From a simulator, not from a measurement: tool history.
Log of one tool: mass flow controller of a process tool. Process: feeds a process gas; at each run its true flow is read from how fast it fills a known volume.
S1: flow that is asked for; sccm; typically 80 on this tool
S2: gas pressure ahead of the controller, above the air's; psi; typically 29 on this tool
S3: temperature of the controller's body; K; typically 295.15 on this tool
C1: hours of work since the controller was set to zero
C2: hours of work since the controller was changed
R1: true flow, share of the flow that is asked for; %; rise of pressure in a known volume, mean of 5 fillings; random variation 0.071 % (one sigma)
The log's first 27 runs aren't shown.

run,hour,S1,S2,S3,C1,C2,R1
28,5697.8,80,28.7,307.15,2669,7162,97.96
# hour 5792.6: gauge calibrated
29,5928.5,80,21.9,294.15,2827,7320,99.16
30,6135,80,26.3,295.15,2969,7462,99.24
# hour 6267.2: controller exchanged for a calibrated one
31,6340.9,80,28.6,312.15,51,51,100.66
32,6573.1,80,28.6,312.15,210,210,100.57
33,6730.5,80,35.8,304.15,318,318,100.02
34,6992.1,29,35.8,304.15,497,497,99.7
35,7227,29,29.3,297.15,658,658,98.86
36,7409.6,29,29.3,297.15,784,784,98.72
37,7562.7,29,29.3,297.15,889,889,98.81
38,7758.1,29,29.3,297.15,1023,1023,98.72
39,7993.7,29,29.3,297.15,1184,1184,98.46
40,8255,80,29,295.15,1364,1364,98.47
41,8484.2,80,29,295.15,1521,1521,98.21
42,8630.9,80,29,307.15,1622,1622,99.34
43,8770.5,80,29,307.15,1717,1717,99.17
44,9060.9,80,29.3,299.15,1917,1917,98.41
45,9310,80,40,304.15,2088,2088,99.04
46,9561.9,80,40,304.15,2260,2260,98.71
47,9787,80,23.9,299.15,2415,2415,97.9
48,10041.2,80,23.9,299.15,2589,2589,97.83

Consider 4 possible next runs. They are alternatives, not a sequence: every one starts from the tool as it was left by run 48. What does each give?
A,10215.9,66,22.6,311.15,2709,2709,?
B,10215.9,65,37.3,295.15,2709,2709,?
C,10215.9,80,35.5,299.15,2709,2709,?
D,10215.9,80,36,305.15,2709,2709,?

run,R1
A,98.69
B,97.81
C,97.99
D,98.49
With the hidden condition removed and each run's random variation left untouched, the same runs would have given:
run,R1
A,100.64
B,99.74
C,99.93
D,100.44
